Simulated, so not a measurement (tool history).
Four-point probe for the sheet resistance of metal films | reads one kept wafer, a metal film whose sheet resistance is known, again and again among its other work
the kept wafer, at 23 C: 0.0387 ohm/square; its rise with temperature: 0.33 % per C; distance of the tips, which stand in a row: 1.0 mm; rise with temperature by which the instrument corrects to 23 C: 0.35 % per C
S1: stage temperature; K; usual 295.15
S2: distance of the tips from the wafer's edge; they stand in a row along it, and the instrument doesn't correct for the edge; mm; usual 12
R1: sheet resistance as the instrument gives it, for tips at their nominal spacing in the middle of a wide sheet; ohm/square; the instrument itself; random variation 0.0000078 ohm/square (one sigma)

run 1 day=0 | S1=295.15 S2=12 | R1=0.038847
run 2 day=0.854 | S1=295.15 S2=12 | R1=0.03887
run 3 day=2.458 | S1=295.15 S2=12 | R1=0.038868
run 4 day=3.912 | S1=295.15 S2=12 | R1=0.038874
run 5 day=5.388 | S1=295.15 S2=12 | R1=0.038866
run 6 day=6.788 | S1=295.15 S2=12 | R1=0.038889
run 7 day=7.646 | S1=295.15 S2=12 | R1=0.038867
run 8 day=8.904 | S1=295.15 S2=12 | R1=0.038898
run 9 day=10.792 | S1=295.15 S2=12 | R1=0.038882
run 10 day=11.95 | S1=295.15 S2=12 | R1=0.038896
run 11 day=12.867 | S1=295.15 S2=61 | R1=0.038755
run 12 day=13.796 | S1=295.15 S2=61 | R1=0.038758
run 13 day=15.121 | S1=295.15 S2=61 | R1=0.038763
run 14 day=16.7 | S1=302.15 S2=12 | R1=0.038822
run 15 day=17.638 | S1=302.15 S2=12 | R1=0.038841
run 16 day=19.238 | S1=302.15 S2=12 | R1=0.038838
run 17 day=20.017 | S1=295.15 S2=26 | R1=0.03881
run 18 day=21.354 | S1=295.15 S2=7 | R1=0.039192
run 19 day=22.225 | S1=295.15 S2=7 | R1=0.039202
run 20 day=23.092 | S1=295.15 S2=4 | R1=0.040041
run 21 day=24.529 | S1=295.15 S2=4 | R1=0.040042
run 22 day=26.025 | S1=295.15 S2=4 | R1=0.040041
run 23 day=27.658 | S1=303.15 S2=5 | R1=0.03952
run 24 day=28.821 | S1=305.15 S2=3 | R1=0.04087
run 25 day=29.971 | S1=307.15 S2=5 | R1=0.03949
run 26 day=31.346 | S1=297.15 S2=13 | R1=0.0389
run 27 day=32.946 | S1=295.15 S2=69 | R1=0.03881
run 28 day=34.238 | S1=304.15 S2=51 | R1=0.038715
run 29 day=36.008 | S1=305.15 S2=4 | R1=0.039977
run 30 day=37.742 | S1=305.15 S2=4 | R1=0.039983
run 31 day=38.758 | S1=295.15 S2=41 | R1=0.038838
run 32 day=39.629 | S1=295.15 S2=41 | R1=0.038839
-- day=40.354 stage's thermometer calibrated
run 33 day=40.862 | S1=295.15 S2=41 | R1=0.038798
run 34 day=42.196 | S1=308.15 S2=58 | R1=0.038673
run 35 day=43.154 | S1=308.15 S2=58 | R1=0.038677
run 36 day=44.058 | S1=295.15 S2=8 | R1=0.039123
run 37 day=45.625 | S1=297.15 S2=12 | R1=0.038936
run 38 day=46.521 | S1=297.15 S2=12 | R1=0.038936
run 39 day=47.425 | S1=296.15 S2=29 | R1=0.038814
run 40 day=48.492 | S1=304.15 S2=22 | R1=0.038749
run 41 day=50.258 | S1=304.15 S2=24 | R1=0.038754
run 42 day=51.467 | S1=304.15 S2=24 | R1=0.038751
run 43 day=53.054 | S1=303.15 S2=3 | R1=0.040911
run 44 day=53.917 | S1=296.15 S2=5 | R1=0.039628

Forecast each of these 4 alternatives for the next run:
run A day=55.083 | S1=291.15 S2=5 | R1=?
run B day=55.083 | S1=302.15 S2=5 | R1=?
run C day=55.083 | S1=304.15 S2=12 | R1=?
run D day=55.083 | S1=291.15 S2=12 | R1=?

run=A R1=0.039683
run=B R1=0.039567
run=C R1=0.038882
run=D R1=0.039016
Without the tool's hidden state the same runs would have given:
run=A R1=0.039565
run=B R1=0.039449
run=C R1=0.038766
run=D R1=0.038899
